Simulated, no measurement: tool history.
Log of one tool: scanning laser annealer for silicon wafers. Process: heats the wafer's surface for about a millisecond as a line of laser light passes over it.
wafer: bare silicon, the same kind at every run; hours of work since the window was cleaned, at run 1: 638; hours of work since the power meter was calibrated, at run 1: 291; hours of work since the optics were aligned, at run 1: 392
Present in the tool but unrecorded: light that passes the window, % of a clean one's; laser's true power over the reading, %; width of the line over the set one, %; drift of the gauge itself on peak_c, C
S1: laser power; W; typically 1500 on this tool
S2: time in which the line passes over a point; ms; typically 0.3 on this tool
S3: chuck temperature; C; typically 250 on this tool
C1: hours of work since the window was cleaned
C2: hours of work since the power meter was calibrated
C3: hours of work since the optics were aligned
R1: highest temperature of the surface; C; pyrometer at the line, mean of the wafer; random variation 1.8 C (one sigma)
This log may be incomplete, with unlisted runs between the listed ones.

| run | hour | S1 | S2 | S3 | C1 | C2 | C3 | R1 |
|---|---|---|---|---|---|---|---|---|
| 1 | 0 | 1500 | 0.3 | 250 | 638 | 291 | 392 | 973 |
| 2 | 27.4 | 1500 | 0.3 | 250 | 653 | 307 | 408 | 969 |
| 3 | 49.6 | 1500 | 0.3 | 250 | 666 | 320 | 421 | 970 |
| 4 | 78.4 | 1500 | 0.3 | 250 | 682 | 336 | 437 | 966 |
| 5 | 102.5 | 1500 | 0.3 | 250 | 696 | 350 | 451 | 971 |
| 6 | 142.6 | 1500 | 0.3 | 250 | 719 | 373 | 473 | 968 |
| 7 | 172.6 | 1500 | 0.3 | 250 | 736 | 390 | 491 | 970 |
| 8 | 209.9 | 1500 | 0.372 | 250 | 757 | 411 | 512 | 1058 |
|  | 221 | window over the wafer cleaned |
| 9 | 246.9 | 1500 | 0.3 | 288 | 15 | 431 | 532 | 1033 |
| 10 | 280.8 | 1359 | 0.3 | 288 | 34 | 450 | 551 | 958 |
| 11 | 324.6 | 1359 | 0.3 | 288 | 59 | 475 | 576 | 956 |
| 12 | 353.7 | 1359 | 0.3 | 288 | 75 | 491 | 592 | 956 |
| 13 | 384.3 | 1500 | 0.342 | 250 | 93 | 509 | 610 | 1052 |
| 14 | 408.2 | 1500 | 0.3 | 250 | 106 | 522 | 623 | 991 |
| 15 | 427.9 | 1500 | 0.3 | 250 | 118 | 533 | 634 | 989 |
| 16 | 466.1 | 1500 | 0.3 | 250 | 139 | 555 | 656 | 991 |
| 17 | 506.9 | 1500 | 0.3 | 250 | 162 | 578 | 679 | 986 |
| 18 | 527.6 | 1500 | 0.3 | 250 | 174 | 590 | 691 | 985 |
| 19 | 554.4 | 1500 | 0.3 | 250 | 189 | 605 | 706 | 986 |
| 20 | 579.8 | 1500 | 0.3 | 250 | 204 | 620 | 721 | 985 |
| 21 | 622.2 | 1500 | 0.3 | 251 | 228 | 644 | 745 | 985 |
| 22 | 662.9 | 1345 | 0.239 | 282 | 251 | 667 | 768 | 856 |
| 23 | 696 | 1345 | 0.239 | 282 | 270 | 686 | 787 | 854 |
| 24 | 740.3 | 1345 | 0.239 | 282 | 295 | 711 | 812 | 854 |
| 25 | 780.4 | 1474 | 0.297 | 214 | 318 | 734 | 835 | 930 |
| 26 | 804.1 | 1379 | 0.265 | 214 | 331 | 747 | 848 | 839 |
| 27 | 837.2 | 1379 | 0.232 | 214 | 350 | 766 | 867 | 794 |
| 28 | 877.3 | 1326 | 0.315 | 222 | 373 | 789 | 890 | 881 |
| 29 | 919.8 | 1326 | 0.237 | 223 | 397 | 813 | 914 | 779 |
| 30 | 947.4 | 1326 | 0.237 | 223 | 413 | 829 | 930 | 781 |
| 31 | 984.7 | 1326 | 0.237 | 223 | 434 | 850 | 951 | 780 |
| 32 | 1003.3 | 1326 | 0.237 | 223 | 445 | 860 | 961 | 779 |
| 33 | 1021.9 | 1598 | 0.286 | 250 | 455 | 871 | 972 | 1006 |
| 34 | 1056.3 | 1598 | 0.286 | 250 | 475 | 891 | 992 | 1010 |
| 35 | 1079.7 | 1598 | 0.286 | 250 | 488 | 904 | 1005 | 1005 |
| 36 | 1117.3 | 1598 | 0.286 | 250 | 509 | 925 | 1026 | 1006 |
| 37 | 1142.8 | 1500 | 0.366 | 243 | 524 | 940 | 1041 | 1051 |
| 38 | 1164.8 | 1500 | 0.366 | 243 | 536 | 952 | 1053 | 1050 |
| 39 | 1187.5 | 1376 | 0.366 | 244 | 549 | 965 | 1066 | 982 |
| 40 | 1214.7 | 1376 | 0.366 | 244 | 565 | 981 | 1082 | 979 |
| 41 | 1252.8 | 1325 | 0.348 | 236 | 586 | 1002 | 1103 | 920 |
| 42 | 1288.3 | 1325 | 0.348 | 236 | 607 | 1022 | 1123 | 917 |

Below are 3 alternative next runs, each starting from the tool's condition after run 42. Predict each:
| A | 1322.4 | 1643 | 0.348 | 236 | 626 | 1042 | 1143 | ? |
| B | 1322.4 | 1645 | 0.3 | 250 | 626 | 1042 | 1143 | ? |
| C | 1322.4 | 1454 | 0.348 | 236 | 626 | 1042 | 1143 | ? |

| run | R1 |
|---|---|
| A | 1093 |
| B | 1042 |
| C | 992 |
Take away the tool's hidden state, keep each run's random variation, and the runs would have read:
| run | R1 |
|---|---|
| A | 1134 |
| B | 1080 |
| C | 1028 |
